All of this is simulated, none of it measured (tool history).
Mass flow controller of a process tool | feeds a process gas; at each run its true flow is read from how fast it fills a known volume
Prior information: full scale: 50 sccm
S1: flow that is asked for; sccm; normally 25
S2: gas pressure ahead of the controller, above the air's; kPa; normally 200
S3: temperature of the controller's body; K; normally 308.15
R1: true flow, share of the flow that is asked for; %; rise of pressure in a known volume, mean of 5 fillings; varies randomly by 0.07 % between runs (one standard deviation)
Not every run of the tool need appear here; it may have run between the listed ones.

| run | hour | S1 | S2 | S3 | R1 |
|---|---|---|---|---|---|
| 1 | 0 | 25 | 200 | 308.15 | 98.5 |
| 2 | 37.6 | 25 | 200 | 308.15 | 98.5 |
| 3 | 73.8 | 25 | 200 | 308.15 | 98.47 |
| 4 | 113.2 | 25 | 200 | 308.15 | 98.44 |
| 5 | 167.7 | 25 | 200 | 308.15 | 98.5 |
| 6 | 210.4 | 25 | 200 | 308.15 | 98.53 |
| 7 | 271.9 | 25 | 200 | 308.15 | 98.46 |
| 8 | 327.8 | 25 | 200 | 308.15 | 98.48 |
| 9 | 401.8 | 25 | 200 | 308.15 | 98.51 |
| 10 | 480 | 25 | 149 | 308.15 | 98.64 |
| 11 | 553.3 | 25 | 149 | 308.15 | 98.6 |
| 12 | 623.6 | 23 | 236 | 308.15 | 98.05 |
| 13 | 676.8 | 23 | 236 | 308.15 | 98.21 |

Estimate the outcome of run 14 from the log above:
| 14 | 731.7 | 17 | 269 | 308.15 | ? |

R1: 97.78 %
Had the tool carried no hidden state, the very same run would have given R1 98.43 %.

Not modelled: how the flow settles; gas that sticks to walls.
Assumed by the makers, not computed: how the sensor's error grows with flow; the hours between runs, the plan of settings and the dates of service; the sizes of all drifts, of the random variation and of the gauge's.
